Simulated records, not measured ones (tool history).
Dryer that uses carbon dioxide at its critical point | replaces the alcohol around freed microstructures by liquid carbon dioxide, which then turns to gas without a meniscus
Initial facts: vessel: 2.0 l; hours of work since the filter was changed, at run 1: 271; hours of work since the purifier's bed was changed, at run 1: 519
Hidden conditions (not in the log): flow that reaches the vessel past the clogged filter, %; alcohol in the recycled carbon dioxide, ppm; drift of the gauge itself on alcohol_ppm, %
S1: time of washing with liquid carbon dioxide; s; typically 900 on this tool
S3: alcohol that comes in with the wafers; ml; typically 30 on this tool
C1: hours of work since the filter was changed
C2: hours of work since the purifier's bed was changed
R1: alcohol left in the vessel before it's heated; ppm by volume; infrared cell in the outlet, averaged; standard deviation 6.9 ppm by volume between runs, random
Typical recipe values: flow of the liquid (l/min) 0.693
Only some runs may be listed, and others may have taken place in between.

run 1 hour=0.0 | S1=900 flow_of_the_liquid_(l/min)=0.693 S3=30 | C1=271 C2=519 | R1=459
run 2 hour=29.0 | S1=960 flow_of_the_liquid_(l/min)=0.693 S3=30 | C1=285 C2=532 | R1=372
run 3 hour=62.9 | S1=960 flow_of_the_liquid_(l/min)=0.693 S3=30 | C1=300 C2=548 | R1=370
run 4 hour=102.4 | S1=960 flow_of_the_liquid_(l/min)=0.693 S3=30 | C1=319 C2=566 | R1=367
run 5 hour=147.2 | S1=900 flow_of_the_liquid_(l/min)=0.693 S3=21 | C1=340 C2=587 | R1=352
run 6 hour=192.4 | S1=660 flow_of_the_liquid_(l/min)=0.693 S3=30 | C1=361 C2=608 | R1=1160
run 7 hour=218.6 | S1=660 flow_of_the_liquid_(l/min)=0.693 S3=35 | C1=373 C2=620 | R1=1387
-- hour=263.4 inlet filter changed
run 8 hour=265.3 | S1=660 flow_of_the_liquid_(l/min)=0.693 S3=35 | C1=1 C2=641 | R1=1084
run 9 hour=303.4 | S1=600 flow_of_the_liquid_(l/min)=0.693 S3=30 | C1=19 C2=659 | R1=1260
run 10 hour=333.2 | S1=600 flow_of_the_liquid_(l/min)=0.693 S3=30 | C1=32 C2=673 | R1=1255
run 11 hour=363.8 | S1=600 flow_of_the_liquid_(l/min)=0.693 S3=30 | C1=47 C2=687 | R1=1227
run 12 hour=384.2 | S1=600 flow_of_the_liquid_(l/min)=0.693 S3=67 | C1=56 C2=696 | R1=2757
run 13 hour=418.5 | S1=900 flow_of_the_liquid_(l/min)=0.693 S3=21 | C1=72 C2=712 | R1=323

What does the tool deliver on the next run?
run 14 hour=454.3 | S1=900 flow_of_the_liquid_(l/min)=0.693 S3=21 | C1=89 C2=729 | R1=?

R1: 322 ppm by volume
Had the tool carried no hidden state, the very same run would have given R1 217 ppm by volume.

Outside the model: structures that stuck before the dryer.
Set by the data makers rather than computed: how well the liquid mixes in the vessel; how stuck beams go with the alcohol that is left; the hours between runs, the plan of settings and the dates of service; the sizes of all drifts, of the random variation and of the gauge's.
